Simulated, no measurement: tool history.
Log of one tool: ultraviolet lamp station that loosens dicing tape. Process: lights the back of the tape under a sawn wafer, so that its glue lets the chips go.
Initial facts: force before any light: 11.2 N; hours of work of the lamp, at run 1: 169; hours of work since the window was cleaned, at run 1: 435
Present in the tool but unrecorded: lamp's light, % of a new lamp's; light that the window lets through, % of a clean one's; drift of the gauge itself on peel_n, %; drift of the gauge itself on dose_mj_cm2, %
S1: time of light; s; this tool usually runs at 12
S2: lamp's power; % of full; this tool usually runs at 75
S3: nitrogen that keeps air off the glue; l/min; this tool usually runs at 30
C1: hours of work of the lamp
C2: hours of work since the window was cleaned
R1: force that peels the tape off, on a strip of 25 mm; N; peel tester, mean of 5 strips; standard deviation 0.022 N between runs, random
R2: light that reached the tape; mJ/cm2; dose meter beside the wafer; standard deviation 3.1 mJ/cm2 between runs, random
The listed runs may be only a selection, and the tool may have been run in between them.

| run | day | S1 | S2 | S3 | C1 | C2 | R1 | R2 |
|---|---|---|---|---|---|---|---|---|
| 1 | 0.000 | 12 | 75 | 30 | 169 | 435 | 1.060 | 472 |
| 2 | 0.346 | 12 | 75 | 30 | 173 | 439 | 1.082 | 467 |
| 3 | 0.788 | 11 | 75 | 30 | 179 | 444 | 1.272 | 432 |
| 4 | 1.329 | 7 | 75 | 30 | 185 | 450 | 2.797 | 272 |
| 5 | 1.850 | 7 | 75 | 30 | 191 | 457 | 2.792 | 277 |
| 6 | 2.196 | 7 | 75 | 30 | 195 | 461 | 2.671 | 274 |
| 7 | 2.688 | 7 | 75 | 30 | 201 | 466 | 2.750 | 271 |
| 8 | 2.962 | 12 | 75 | 30 | 204 | 470 | 1.091 | 471 |
| 9 | 3.450 | 17 | 75 | 30 | 210 | 475 | 0.480 | 667 |
| 10 | 3.979 | 9 | 75 | 30 | 216 | 482 | 1.867 | 351 |
| 11 | 4.321 | 12 | 62 | 30 | 220 | 486 | 1.602 | 389 |
| 12 | 4.900 | 22 | 62 | 60 | 227 | 493 | 0.303 | 716 |
| 13 | 5.408 | 22 | 62 | 60 | 233 | 499 | 0.322 | 717 |
| 14 | 5.654 | 22 | 62 | 60 | 236 | 501 | 0.314 | 711 |

Predict the results of run 15:
| 15 | 5.921 | 12 | 75 | 30 | 239 | 505 | ? | ? |

For run 15 the tool returned R1 1.085 N, R2 471 mJ/cm2.
On a tool with no hidden condition, and with the same random variation, this run would have come out at R1 1.083 N, R2 471 mJ/cm2.
